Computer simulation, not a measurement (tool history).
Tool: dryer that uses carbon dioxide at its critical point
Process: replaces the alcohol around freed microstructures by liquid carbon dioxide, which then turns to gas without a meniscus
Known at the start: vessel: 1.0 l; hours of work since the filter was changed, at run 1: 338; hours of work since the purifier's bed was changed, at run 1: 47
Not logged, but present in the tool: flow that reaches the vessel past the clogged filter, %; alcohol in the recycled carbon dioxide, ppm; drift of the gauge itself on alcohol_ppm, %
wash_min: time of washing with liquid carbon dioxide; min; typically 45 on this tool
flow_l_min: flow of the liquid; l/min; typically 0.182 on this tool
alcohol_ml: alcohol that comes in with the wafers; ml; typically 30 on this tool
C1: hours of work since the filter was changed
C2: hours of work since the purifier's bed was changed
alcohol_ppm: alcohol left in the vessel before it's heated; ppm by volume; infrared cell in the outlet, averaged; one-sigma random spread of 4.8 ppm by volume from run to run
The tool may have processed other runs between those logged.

{"run": 1, "hour": 0.0, "wash_min": 45, "flow_l_min": 0.182, "alcohol_ml": 30, "C1": 338, "C2": 47, "alcohol_ppm": 42}
{"run": 2, "hour": 7.8, "wash_min": 45, "flow_l_min": 0.182, "alcohol_ml": 30, "C1": 341, "C2": 50, "alcohol_ppm": 41}
{"run": 3, "hour": 17.0, "wash_min": 45, "flow_l_min": 0.182, "alcohol_ml": 52, "C1": 344, "C2": 53, "alcohol_ppm": 72}
{"run": 4, "hour": 22.8, "wash_min": 32, "flow_l_min": 0.182, "alcohol_ml": 52, "C1": 346, "C2": 55, "alcohol_ppm": 417}
{"run": 5, "hour": 26.9, "wash_min": 45, "flow_l_min": 0.195, "alcohol_ml": 30, "C1": 347, "C2": 56, "alcohol_ppm": 38}
{"run": 6, "hour": 31.9, "wash_min": 45, "flow_l_min": 0.214, "alcohol_ml": 30, "C1": 349, "C2": 58, "alcohol_ppm": 13}
{"run": 7, "hour": 38.1, "wash_min": 45, "flow_l_min": 0.214, "alcohol_ml": 30, "C1": 351, "C2": 60, "alcohol_ppm": 18}
{"run": 8, "hour": 43.7, "wash_min": 45, "flow_l_min": 0.214, "alcohol_ml": 30, "C1": 353, "C2": 62, "alcohol_ppm": 22}
{"run": 9, "hour": 49.1, "wash_min": 45, "flow_l_min": 0.182, "alcohol_ml": 28, "C1": 355, "C2": 64, "alcohol_ppm": 41}
{"run": 10, "hour": 54.4, "wash_min": 45, "flow_l_min": 0.182, "alcohol_ml": 28, "C1": 357, "C2": 66, "alcohol_ppm": 45}
{"run": 11, "hour": 60.3, "wash_min": 50, "flow_l_min": 0.132, "alcohol_ml": 90, "C1": 359, "C2": 68, "alcohol_ppm": 422}
{"run": 12, "hour": 69.2, "wash_min": 50, "flow_l_min": 0.132, "alcohol_ml": 90, "C1": 362, "C2": 71, "alcohol_ppm": 434}
{"run": 13, "hour": 73.2, "wash_min": 55, "flow_l_min": 0.114, "alcohol_ml": 30, "C1": 363, "C2": 72, "alcohol_ppm": 203}
{"run": 14, "hour": 79.1, "wash_min": 45, "flow_l_min": 0.165, "alcohol_ml": 30, "C1": 365, "C2": 74, "alcohol_ppm": 78}
{"run": 15, "hour": 84.0, "wash_min": 38, "flow_l_min": 0.237, "alcohol_ml": 23, "C1": 367, "C2": 76, "alcohol_ppm": 25}
{"run": 16, "hour": 91.6, "wash_min": 64, "flow_l_min": 0.149, "alcohol_ml": 113, "C1": 370, "C2": 79, "alcohol_ppm": 46}
{"run": 17, "hour": 98.6, "wash_min": 64, "flow_l_min": 0.149, "alcohol_ml": 113, "C1": 372, "C2": 81, "alcohol_ppm": 55}
{"run": 18, "hour": 103.7, "wash_min": 64, "flow_l_min": 0.149, "alcohol_ml": 113, "C1": 374, "C2": 83, "alcohol_ppm": 46}
{"run": 19, "hour": 108.9, "wash_min": 64, "flow_l_min": 0.149, "alcohol_ml": 113, "C1": 376, "C2": 84, "alcohol_ppm": 56}
{"run": 20, "hour": 114.5, "wash_min": 64, "flow_l_min": 0.131, "alcohol_ml": 113, "C1": 377, "C2": 86, "alcohol_ppm": 142}

4 ways to go on from here, each from the tool as it stands after run 20. What would each give?
{"run": "A", "hour": 120.4, "wash_min": 34, "flow_l_min": 0.219, "alcohol_ml": 77, "C1": 380, "C2": 88, "alcohol_ppm": "?"}
{"run": "B", "hour": 120.4, "wash_min": 58, "flow_l_min": 0.182, "alcohol_ml": 93, "C1": 380, "C2": 88, "alcohol_ppm": "?"}
{"run": "C", "hour": 120.4, "wash_min": 44, "flow_l_min": 0.115, "alcohol_ml": 113, "C1": 380, "C2": 88, "alcohol_ppm": "?"}
{"run": "D", "hour": 120.4, "wash_min": 61, "flow_l_min": 0.132, "alcohol_ml": 47, "C1": 380, "C2": 88, "alcohol_ppm": "?"}

run=A alcohol_ppm=163
run=B alcohol_ppm=18
run=C alcohol_ppm=1910
run=D alcohol_ppm=80
With no hidden state in the tool, these same runs would have given:
run=A alcohol_ppm=120
run=B alcohol_ppm=8
run=C alcohol_ppm=1587
run=D alcohol_ppm=57
